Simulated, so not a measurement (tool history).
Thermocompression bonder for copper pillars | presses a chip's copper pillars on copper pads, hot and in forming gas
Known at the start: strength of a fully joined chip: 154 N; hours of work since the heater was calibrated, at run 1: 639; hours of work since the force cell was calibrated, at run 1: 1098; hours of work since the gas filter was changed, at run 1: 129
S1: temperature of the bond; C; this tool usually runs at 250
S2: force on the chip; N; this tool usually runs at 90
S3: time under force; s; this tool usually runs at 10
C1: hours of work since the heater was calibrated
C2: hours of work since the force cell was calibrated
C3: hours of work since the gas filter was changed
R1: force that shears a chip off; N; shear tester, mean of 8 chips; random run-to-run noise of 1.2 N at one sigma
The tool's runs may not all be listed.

run	hour	S1	S2	S3	C1	C2	C3	R1
1	0	250	90	10	639	1098	129	99.9
2	39.5	250	90	13	662	1121	152	104.4
3	78.1	250	90	10	684	1142	174	97.1
4	113.5	250	90	10	704	1162	194	98.1
5	161.3	250	130	10	731	1190	221	114.3
6	210.4	250	90	13	759	1217	248	101.7
# hour 248.6: forming gas filter changed
7	259.8	250	90	25	786	1245	6	122.9
8	303.4	250	90	19	811	1270	31	116.5
9	343.8	250	90	19	834	1293	54	117.8
10	389.9	250	90	19	860	1319	80	116.4
# hour 394.6: heater calibrated with a thermocouple chip
11	434.4	250	90	10	23	1343	104	97.1
12	462.4	250	90	10	38	1359	120	96.2
13	504.1	250	90	10	62	1383	144	95.7
14	549.7	250	90	11	88	1408	170	100.8
# hour 579.7: heater calibrated with a thermocouple chip, once more
15	579.7	250	90	11	0	1424	185	103.2
16	614.2	250	90	11	20	1444	205	104
17	669.4	250	90	11	51	1475	236	102.1
18	694.2	250	130	10	65	1489	250	115
19	721	250	130	10	80	1504	266	114.5
# hour 728.7: forming gas filter changed
20	778.4	250	90	25	112	1537	28	125.4
21	821.1	250	90	25	137	1561	52	121.6
22	874.2	253	117	10	167	1591	83	114.2
23	927.4	253	117	10	197	1621	113	113.9
24	957.6	225	117	6	214	1638	130	74.1
25	999.3	250	73	7	238	1662	153	79.7
26	1038.5	250	73	22	260	1684	176	110.2
27	1083.1	250	73	22	285	1709	201	110
28	1125.4	250	73	22	309	1733	225	110.4
29	1153.8	228	69	21	325	1750	241	85.7
# hour 1204.4: forming gas filter changed
30	1212.6	228	69	21	358	1783	5	86
31	1252	234	63	11	381	1805	27	69.5
32	1300.2	249	73	5	408	1832	54	70.7

Results for each run, recomputed without the tool's hidden state and with each run's random variation untouched:
The hidden state here: true temperature of the bond over the reading, C; force that reaches the chip, % of what is set; oxide that the forming gas leaves, % of the face; drift of the gauge itself on shear_n, %.
run	R1
1	104.8
2	109.7
3	102.7
4	104.1
5	120.8
6	108.5
7	126.6
8	121
9	122.8
10	121.8
11	103.6
12	102.9
13	102.7
14	108.5
15	107.7
16	108.8
17	107.4
18	120.7
19	120.4
20	128.4
21	124.9
22	118.3
23	118.6
24	78.7
25	84.7
26	115.9
27	116.2
28	117.1
29	92.3
30	90.7
31	74
32	75.6

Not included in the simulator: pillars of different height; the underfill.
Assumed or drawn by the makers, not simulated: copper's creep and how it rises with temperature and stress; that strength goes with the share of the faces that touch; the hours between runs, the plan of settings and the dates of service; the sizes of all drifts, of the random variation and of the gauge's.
